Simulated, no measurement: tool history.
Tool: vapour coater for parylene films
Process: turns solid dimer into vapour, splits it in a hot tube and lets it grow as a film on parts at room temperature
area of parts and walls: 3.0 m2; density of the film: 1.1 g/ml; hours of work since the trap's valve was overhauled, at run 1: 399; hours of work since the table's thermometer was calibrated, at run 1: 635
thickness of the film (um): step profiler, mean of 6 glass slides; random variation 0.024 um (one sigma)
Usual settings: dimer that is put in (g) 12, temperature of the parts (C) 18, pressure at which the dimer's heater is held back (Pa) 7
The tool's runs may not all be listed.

run     day  dimer that is put in (g)  temperature of the parts (C)  pressure at which the dimer's heater is held back (Pa)  hours of work since the trap's valve was overhauled  hours of work since the table's thermometer was calibrated  thickness of the film (um)
  1       0                        12                            18                                                       7                                                  399                                                         635                        2.42
  2     0.8                        12                            18                                                       7                                                  409                                                         645                        2.44
  3   1.938                        12                            18                                                       7                                                  424                                                         660                        2.41
  4    2.65                         9                            18                                                       7                                                  433                                                         669                        1.79
      3.254  -- trap's valve overhauled
  5    3.85                        10                            18                                                       7                                                    8                                                         682                        2.25
  6   5.204                        10                            18                                                       7                                                   25                                                         699                        2.23
  7   6.788                        21                            13                                                    2.92                                                   45                                                         719                        5.81
  8    8.05                        10                            13                                                    2.92                                                   61                                                         735                        2.76
  9   8.846                        12                            13                                                     2.4                                                   71                                                         746                        3.39
 10  10.242                         9                            17                                                    4.64                                                   89                                                         763                        2.09
 11  11.042                         9                            17                                                    4.64                                                   99                                                         774                        2.12

Hidden state or all else? Some run-to-run changes of thickness of the film (um), split into what the settings, what came in and random variation would give without the hidden state, and what is left for the hidden state (with any gauge scatter that isn't in both results):
The hidden state here: vapour lost through the trap's worn valve, %; true temperature of the parts over the reading, C; drift of the gauge itself on film_um, %.
Run 4 -> 5: dimer that is put in (g) 9 -> 10, trap's valve overhauled. thickness of the film (um) +0.46: hidden state +0.25, all else +0.21.
Run 6 -> 7: dimer that is put in (g) 10 -> 21, temperature of the parts (C) 18 -> 13, pressure at which the dimer's heater is held back (Pa) 7 -> 2.92. thickness of the film (um) +3.58: hidden state -0.05, all else +3.63.
